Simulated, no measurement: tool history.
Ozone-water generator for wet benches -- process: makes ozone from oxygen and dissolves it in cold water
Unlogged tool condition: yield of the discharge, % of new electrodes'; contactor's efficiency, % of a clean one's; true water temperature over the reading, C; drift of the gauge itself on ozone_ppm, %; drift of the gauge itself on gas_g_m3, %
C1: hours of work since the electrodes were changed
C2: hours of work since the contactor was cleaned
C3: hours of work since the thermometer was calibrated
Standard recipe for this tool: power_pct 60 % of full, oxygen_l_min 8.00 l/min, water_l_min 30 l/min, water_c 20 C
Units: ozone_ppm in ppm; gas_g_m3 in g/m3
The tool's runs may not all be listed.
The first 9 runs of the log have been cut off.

run 10 hour=370.5 | power_pct=60 oxygen_l_min=8.00 water_l_min=43 water_c=20 | C1=342 C2=5420 C3=3532 | ozone_ppm=15.5 gas_g_m3=207.3
run 11 hour=428.5 | power_pct=60 oxygen_l_min=8.00 water_l_min=43 water_c=20 | C1=381 C2=5460 C3=3572 | ozone_ppm=15.5 gas_g_m3=206.8
run 12 hour=495.9 | power_pct=60 oxygen_l_min=8.00 water_l_min=30 water_c=21 | C1=427 C2=5506 C3=3618 | ozone_ppm=20.5 gas_g_m3=209.8
-- hour=545.9 water thermometer calibrated
run 13 hour=552.3 | power_pct=60 oxygen_l_min=8.00 water_l_min=30 water_c=21 | C1=466 C2=5544 C3=4 | ozone_ppm=20.7 gas_g_m3=207.0
run 14 hour=593.5 | power_pct=60 oxygen_l_min=8.00 water_l_min=30 water_c=21 | C1=494 C2=5572 C3=32 | ozone_ppm=20.9 gas_g_m3=207.4
run 15 hour=655.3 | power_pct=60 oxygen_l_min=8.00 water_l_min=30 water_c=20 | C1=536 C2=5614 C3=75 | ozone_ppm=21.2 gas_g_m3=206.3
run 16 hour=712.3 | power_pct=41 oxygen_l_min=8.00 water_l_min=30 water_c=20 | C1=575 C2=5653 C3=114 | ozone_ppm=16.8 gas_g_m3=167.1
run 17 hour=782.4 | power_pct=49 oxygen_l_min=7.82 water_l_min=30 water_c=20 | C1=623 C2=5701 C3=161 | ozone_ppm=18.9 gas_g_m3=186.7
run 18 hour=835.2 | power_pct=83 oxygen_l_min=9.16 water_l_min=19 water_c=12 | C1=659 C2=5737 C3=197 | ozone_ppm=39.9 gas_g_m3=229.8
run 19 hour=878.3 | power_pct=83 oxygen_l_min=7.89 water_l_min=19 water_c=15 | C1=688 C2=5767 C3=227 | ozone_ppm=38.8 gas_g_m3=248.7
run 20 hour=944.7 | power_pct=83 oxygen_l_min=7.89 water_l_min=19 water_c=15 | C1=733 C2=5812 C3=272 | ozone_ppm=38.4 gas_g_m3=249.3
run 21 hour=992.8 | power_pct=83 oxygen_l_min=6.43 water_l_min=42 water_c=14 | C1=766 C2=5845 C3=305 | ozone_ppm=19.4 gas_g_m3=276.1
run 22 hour=1032.4 | power_pct=60 oxygen_l_min=6.43 water_l_min=18 water_c=14 | C1=793 C2=5872 C3=332 | ozone_ppm=33.7 gas_g_m3=227.7
run 23 hour=1073.6 | power_pct=62 oxygen_l_min=9.99 water_l_min=24 water_c=15 | C1=821 C2=5900 C3=360 | ozone_ppm=27.4 gas_g_m3=187.8
run 24 hour=1124.8 | power_pct=53 oxygen_l_min=9.99 water_l_min=35 water_c=15 | C1=856 C2=5935 C3=395 | ozone_ppm=18.6 gas_g_m3=171.2
run 25 hour=1165.1 | power_pct=53 oxygen_l_min=9.99 water_l_min=35 water_c=15 | C1=884 C2=5962 C3=423 | ozone_ppm=18.7 gas_g_m3=171.2
run 26 hour=1194.0 | power_pct=90 oxygen_l_min=7.34 water_l_min=30 water_c=23 | C1=903 C2=5982 C3=442 | ozone_ppm=25.5 gas_g_m3=268.0
run 27 hour=1227.0 | power_pct=90 oxygen_l_min=7.34 water_l_min=30 water_c=23 | C1=926 C2=6005 C3=465 | ozone_ppm=25.4 gas_g_m3=267.0
run 28 hour=1291.2 | power_pct=90 oxygen_l_min=7.34 water_l_min=30 water_c=23 | C1=970 C2=6048 C3=509 | ozone_ppm=25.2 gas_g_m3=266.4
run 29 hour=1341.7 | power_pct=60 oxygen_l_min=8.00 water_l_min=25 water_c=20 | C1=1004 C2=6083 C3=543 | ozone_ppm=24.4 gas_g_m3=203.7
run 30 hour=1372.9 | power_pct=60 oxygen_l_min=6.17 water_l_min=26 water_c=20 | C1=1025 C2=6104 C3=564 | ozone_ppm=23.4 gas_g_m3=230.2
-- hour=1434.1 gauge calibrated
run 31 hour=1434.1 | power_pct=74 oxygen_l_min=4.33 water_l_min=18 water_c=27 | C1=1067 C2=6146 C3=606 | ozone_ppm=30.9 gas_g_m3=322.0
run 32 hour=1498.0 | power_pct=60 oxygen_l_min=9.87 water_l_min=40 water_c=20 | C1=1111 C2=6190 C3=650 | ozone_ppm=16.5 gas_g_m3=188.4

Forecast each of these 5 alternatives for the next run:
run A hour=1543.6 | power_pct=44 oxygen_l_min=5.78 water_l_min=45 water_c=20 | C1=1142 C2=6221 C3=681 | ozone_ppm=? gas_g_m3=?
run B hour=1543.6 | power_pct=71 oxygen_l_min=7.38 water_l_min=40 water_c=20 | C1=1142 C2=6221 C3=681 | ozone_ppm=? gas_g_m3=?
run C hour=1543.6 | power_pct=88 oxygen_l_min=9.87 water_l_min=40 water_c=20 | C1=1142 C2=6221 C3=681 | ozone_ppm=? gas_g_m3=?
run D hour=1543.6 | power_pct=44 oxygen_l_min=9.87 water_l_min=45 water_c=18 | C1=1142 C2=6221 C3=681 | ozone_ppm=? gas_g_m3=?
run E hour=1543.6 | power_pct=52 oxygen_l_min=8.53 water_l_min=40 water_c=14 | C1=1142 C2=6221 C3=681 | ozone_ppm=? gas_g_m3=?

run=A ozone_ppm=12.0 gas_g_m3=208.3
run=B ozone_ppm=18.2 gas_g_m3=241.2
run=C ozone_ppm=20.8 gas_g_m3=233.0
run=D ozone_ppm=13.0 gas_g_m3=158.0
run=E ozone_ppm=16.5 gas_g_m3=186.9
Without the tool's unlogged condition, the same runs would have read:
run=A ozone_ppm=12.0 gas_g_m3=208.8
run=B ozone_ppm=18.2 gas_g_m3=241.8
run=C ozone_ppm=20.8 gas_g_m3=233.6
run=D ozone_ppm=13.0 gas_g_m3=158.4
run=E ozone_ppm=16.5 gas_g_m3=187.4
